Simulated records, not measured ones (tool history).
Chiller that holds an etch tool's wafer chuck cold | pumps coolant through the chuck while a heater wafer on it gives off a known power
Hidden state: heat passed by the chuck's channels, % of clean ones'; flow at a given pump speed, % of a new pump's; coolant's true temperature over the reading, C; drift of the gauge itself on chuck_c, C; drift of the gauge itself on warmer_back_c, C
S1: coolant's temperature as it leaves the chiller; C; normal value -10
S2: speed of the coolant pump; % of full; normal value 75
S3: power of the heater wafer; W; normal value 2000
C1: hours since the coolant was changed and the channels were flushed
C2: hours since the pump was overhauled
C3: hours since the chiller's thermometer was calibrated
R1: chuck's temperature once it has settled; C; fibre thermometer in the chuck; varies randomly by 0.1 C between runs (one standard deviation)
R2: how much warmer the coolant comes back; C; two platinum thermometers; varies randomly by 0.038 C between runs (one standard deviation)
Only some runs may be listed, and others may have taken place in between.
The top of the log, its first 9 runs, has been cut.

run 10 hour=589.3 | S1=-10 S2=75 S3=2000 | C1=7834 C2=3459 C3=1705 | R1=9.4 R2=7.59
run 11 hour=660.8 | S1=-10 S2=75 S3=2000 | C1=7906 C2=3530 C3=1776 | R1=9.3 R2=7.57
run 12 hour=736.3 | S1=-10 S2=75 S3=2000 | C1=7981 C2=3606 C3=1852 | R1=9.3 R2=7.55
-- hour=789.2 coolant changed, channels flushed
run 13 hour=838.8 | S1=-10 S2=75 S3=2000 | C1=50 C2=3702 C3=1948 | R1=9.5 R2=7.52
run 14 hour=887 | S1=-10 S2=75 S3=1517 | C1=98 C2=3750 C3=1997 | R1=4.8 R2=5.66
run 15 hour=970.8 | S1=-10 S2=75 S3=1517 | C1=182 C2=3834 C3=2080 | R1=4.7 R2=5.64
run 16 hour=1067.6 | S1=-10 S2=75 S3=1517 | C1=278 C2=3931 C3=2177 | R1=4.8 R2=5.69
run 17 hour=1130.5 | S1=-13 S2=75 S3=2094 | C1=341 C2=3994 C3=2240 | R1=7.2 R2=7.85
run 18 hour=1188 | S1=-7 S2=85 S3=2094 | C1=399 C2=4051 C3=2298 | R1=11.7 R2=6.83
run 19 hour=1231.4 | S1=-7 S2=85 S3=2094 | C1=442 C2=4095 C3=2341 | R1=11.5 R2=6.84
run 20 hour=1295.6 | S1=-15 S2=80 S3=2000 | C1=506 C2=4159 C3=2405 | R1=3.5 R2=6.98
run 21 hour=1368.8 | S1=-15 S2=80 S3=2000 | C1=580 C2=4232 C3=2478 | R1=3.6 R2=6.92
run 22 hour=1426.3 | S1=-15 S2=98 S3=1952 | C1=637 C2=4290 C3=2536 | R1=0.8 R2=5.39

The next listed run, before its measurement:
run 23 hour=1524.9 | S1=-4 S2=98 S3=1952 | C1=736 C2=4388 C3=2635 | R1=? R2=?

{"run 23": {"R1": 11.7, "R2": 5.38}}
With no hidden state in the tool, this same run would have given R1 11.7 C, R2 5.54 C.
